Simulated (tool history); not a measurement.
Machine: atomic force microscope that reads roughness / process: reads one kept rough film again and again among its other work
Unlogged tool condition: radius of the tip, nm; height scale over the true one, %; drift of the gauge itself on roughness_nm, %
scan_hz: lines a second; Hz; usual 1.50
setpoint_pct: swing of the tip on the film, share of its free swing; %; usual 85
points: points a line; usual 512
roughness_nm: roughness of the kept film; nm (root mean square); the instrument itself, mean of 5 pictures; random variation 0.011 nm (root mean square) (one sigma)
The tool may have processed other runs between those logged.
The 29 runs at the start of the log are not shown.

| run | hour | scan_hz | setpoint_pct | points | pictures with this tip | hours of work since the height scale was calibrated | roughness_nm |
|---|---|---|---|---|---|---|---|
| 30 | 741.4 | 1.47 | 59 | 346 | 295 | 1068 | 2.891 |
| 31 | 757.9 | 1.47 | 59 | 313 | 311 | 1077 | 2.894 |
| 32 | 792.9 | 1.50 | 85 | 684 | 346 | 1095 | 2.535 |
|  | 804.0 | new tip fitted |
| 33 | 817.8 | 1.50 | 85 | 580 | 14 | 1107 | 2.547 |
| 34 | 836.3 | 1.50 | 85 | 580 | 33 | 1117 | 2.550 |
| 35 | 864.2 | 1.50 | 85 | 580 | 60 | 1132 | 2.550 |
| 36 | 883.4 | 1.50 | 85 | 872 | 79 | 1142 | 2.538 |
| 37 | 899.5 | 1.50 | 85 | 872 | 95 | 1150 | 2.561 |
| 38 | 934.0 | 1.50 | 59 | 512 | 129 | 1168 | 2.908 |
| 39 | 953.4 | 1.50 | 59 | 512 | 149 | 1178 | 2.898 |
| 40 | 980.5 | 1.50 | 59 | 512 | 176 | 1192 | 2.902 |
| 41 | 1014.3 | 1.50 | 85 | 662 | 209 | 1210 | 2.548 |
| 42 | 1046.2 | 1.50 | 86 | 512 | 241 | 1226 | 2.532 |
| 43 | 1060.7 | 3.26 | 85 | 768 | 255 | 1234 | 2.145 |
| 44 | 1079.8 | 1.34 | 85 | 303 | 274 | 1244 | 2.569 |
| 45 | 1095.1 | 2.89 | 80 | 512 | 289 | 1252 | 2.346 |
| 46 | 1115.5 | 1.01 | 76 | 464 | 309 | 1262 | 2.829 |
| 47 | 1137.9 | 1.50 | 85 | 603 | 332 | 1274 | 2.548 |
| 48 | 1154.8 | 0.73 | 85 | 359 | 348 | 1283 | 2.776 |
|  | 1164.6 | new tip fitted |
| 49 | 1183.5 | 0.73 | 85 | 359 | 18 | 1298 | 2.757 |

Predict each of these 3 candidate next runs independently; none follows another, all start after run 49:
| A | 1213.7 | 1.50 | 83 | 447 | 48 | 1313 | ? |
| B | 1213.7 | 2.03 | 58 | 274 | 48 | 1313 | ? |
| C | 1213.7 | 0.73 | 59 | 359 | 48 | 1313 | ? |

| run | roughness_nm |
|---|---|
| A | 2.597 |
| B | 2.853 |
| C | 2.957 |
Had the tool no hidden state, the same runs would have come out as:
| run | roughness_nm |
|---|---|
| A | 2.597 |
| B | 2.853 |
| C | 2.957 |

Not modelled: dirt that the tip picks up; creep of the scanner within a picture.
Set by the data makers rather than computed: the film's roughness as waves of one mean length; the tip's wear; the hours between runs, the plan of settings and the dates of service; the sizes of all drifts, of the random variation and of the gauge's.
